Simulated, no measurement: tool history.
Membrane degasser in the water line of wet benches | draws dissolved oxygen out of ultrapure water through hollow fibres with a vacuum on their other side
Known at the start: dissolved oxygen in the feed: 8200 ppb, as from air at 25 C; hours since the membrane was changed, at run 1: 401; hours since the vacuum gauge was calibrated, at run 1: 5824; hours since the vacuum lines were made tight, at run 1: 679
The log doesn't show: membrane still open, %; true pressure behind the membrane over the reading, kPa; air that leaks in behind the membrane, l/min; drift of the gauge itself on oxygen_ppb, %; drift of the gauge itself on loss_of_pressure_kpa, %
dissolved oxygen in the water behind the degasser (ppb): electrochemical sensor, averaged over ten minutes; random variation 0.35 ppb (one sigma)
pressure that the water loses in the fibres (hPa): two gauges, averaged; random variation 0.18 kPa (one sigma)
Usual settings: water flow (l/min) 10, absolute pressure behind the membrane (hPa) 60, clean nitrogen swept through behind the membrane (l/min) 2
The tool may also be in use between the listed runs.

run    hour  water flow (l/min)  absolute pressure behind the membrane (hPa)  clean nitrogen swept through behind the membrane (l/min)  hours since the membrane was changed  hours since the vacuum gauge was calibrated  hours since the vacuum lines were made tight  dissolved oxygen in the water behind the degasser (ppb)  pressure that the water loses in the fibres (hPa)
  1       0                  10                                           60                                                         2                                   401                                         5824                                           679                                                     44.9                                              613.4
  2   230.8                  10                                           60                                                      3.11                                   632                                         6055                                           910                                                     32.5                                              612.4
  3   480.9                  12                                           60                                                         2                                   882                                         6305                                          1160                                                     63.4                                              734.1
  4     772                  12                                           60                                                         2                                  1173                                         6596                                          1451                                                       65                                              737.8
  5   943.4                  12                                           60                                                         2                                  1345                                         6767                                          1622                                                     64.5                                              736.4
  6  1140.5                  12                                           60                                                         2                                  1542                                         6964                                          1819                                                     64.9                                              739.8
  7  1300.5                  10                                           60                                                         2                                  1702                                         7124                                          1979                                                     46.1                                              616.2
  8    1504                  10                                         68.9                                                         2                                  1905                                         7328                                          2183                                                     57.5                                                617
  9  1786.7                   7                                           60                                                         2                                  2188                                         7611                                          2465                                                     29.4                                                431
     1840.6  -- vacuum gauge calibrated
 10  2039.2                   7                                           60                                                         2                                  2440                                          199                                          2717                                                     24.9                                              432.5
 11  2249.7                   7                                           60                                                         2                                  2650                                          409                                          2928                                                     25.8                                                432
 12  2458.4                   7                                           60                                                         2                                  2859                                          618                                          3137                                                     25.7                                              433.5
 13    2657                   7                                           60                                                         2                                  3058                                          816                                          3335                                                     25.9                                              431.7
 14  2828.1                  10                                         37.5                                                         2                                  3229                                          987                                          3506                                                     14.9                                              619.9
 15  3087.9                  10                                         37.5                                                         2                                  3489                                         1247                                          3766                                                       15                                              623.5
 16  3288.3                  10                                           60                                                         2                                  3689                                         1448                                          3967                                                     43.1                                                623
       3357  -- seals of the vacuum lines changed
 17  3603.5                  13                                           60                                                         2                                  4002                                         1761                                           246                                                     74.6                                              807.8
 18    3815                  13                                        137.5                                                      4.71                                  4214                                         1972                                           458                                                    101.7                                              807.8
 19  4135.4                  13                                        137.5                                                      4.71                                  4534                                         2293                                           778                                                    102.2                                              810.4
 20  4380.8                   8                                        106.6                                                      2.66                                  4779                                         2538                                          1024                                                     58.1                                              498.7
 21  4598.7                  14                                        144.2                                                      4.09                                  4997                                         2756                                          1242                                                    133.9                                              875.9
 22  4871.2                   6                                         36.8                                                      2.01                                  5270                                         3029                                          1514                                                        5                                              376.9
 23    5068                  10                                         77.4                                                      1.81                                  5467                                         3225                                          1711                                                     71.9                                              626.6
 24  5248.9                   8                                           60                                                      5.04                                  5648                                         3406                                          1892                                                     14.1                                                503
 25  5532.9                   8                                           60                                                      5.04                                  5932                                         3690                                          2176                                                     14.2                                              502.3
 26  5708.9                   8                                           60                                                      5.04                                  6108                                         3866                                          2352                                                     14.3                                              503.9
 27  6008.4                   8                                           60                                                      4.64                                  6407                                         4166                                          2651                                                     15.5                                                503
 28  6185.5                  11                                         49.6                                                      1.76                                  6584                                         4343                                          2828                                                     44.7                                              692.7
 29  6394.9                  11                                        107.6                                                      1.76                                  6794                                         4552                                          3038                                                    132.7                                              691.4
 30  6619.5                  10                                         62.1                                                      4.92                                  7018                                         4777                                          3262                                                     25.3                                              630.2
 31  6927.9                   9                                          149                                                      2.72                                  7327                                         5085                                          3571                                                    104.1                                              565.7

Hidden state or all else? Some run-to-run changes of dissolved oxygen in the water behind the degasser (ppb), split into what the settings, what came in and random variation would give without the hidden state, and what is left for the hidden state (with any gauge scatter that isn't in both results):
Run 20 -> 21: water flow (l/min) 8 -> 14, absolute pressure behind the membrane (hPa) 106.6 -> 144.2, clean nitrogen swept through behind the membrane (l/min) 2.66 -> 4.09. dissolved oxygen in the water behind the degasser (ppb) +75.8: hidden state +4.6, all else +71.2.
Run 21 -> 22: water flow (l/min) 14 -> 6, absolute pressure behind the membrane (hPa) 144.2 -> 36.8, clean nitrogen swept through behind the membrane (l/min) 4.09 -> 2.01. dissolved oxygen in the water behind the degasser (ppb) -128.9: hidden state -5.2, all else -123.7.
Run 27 -> 28: water flow (l/min) 8 -> 11, absolute pressure behind the membrane (hPa) 60 -> 49.6, clean nitrogen swept through behind the membrane (l/min) 4.64 -> 1.76. dissolved oxygen in the water behind the degasser (ppb) +29.2: hidden state +4.7, all else +24.5.
Run 28 -> 29: absolute pressure behind the membrane (hPa) 49.6 -> 107.6. dissolved oxygen in the water behind the degasser (ppb) +88: hidden state +1.3, all else +86.7.
Run 29 -> 30: water flow (l/min) 11 -> 10, absolute pressure behind the membrane (hPa) 107.6 -> 62.1, clean nitrogen swept through behind the membrane (l/min) 1.76 -> 4.92. dissolved oxygen in the water behind the degasser (ppb) -107.4: hidden state -4.2, all else -103.2.
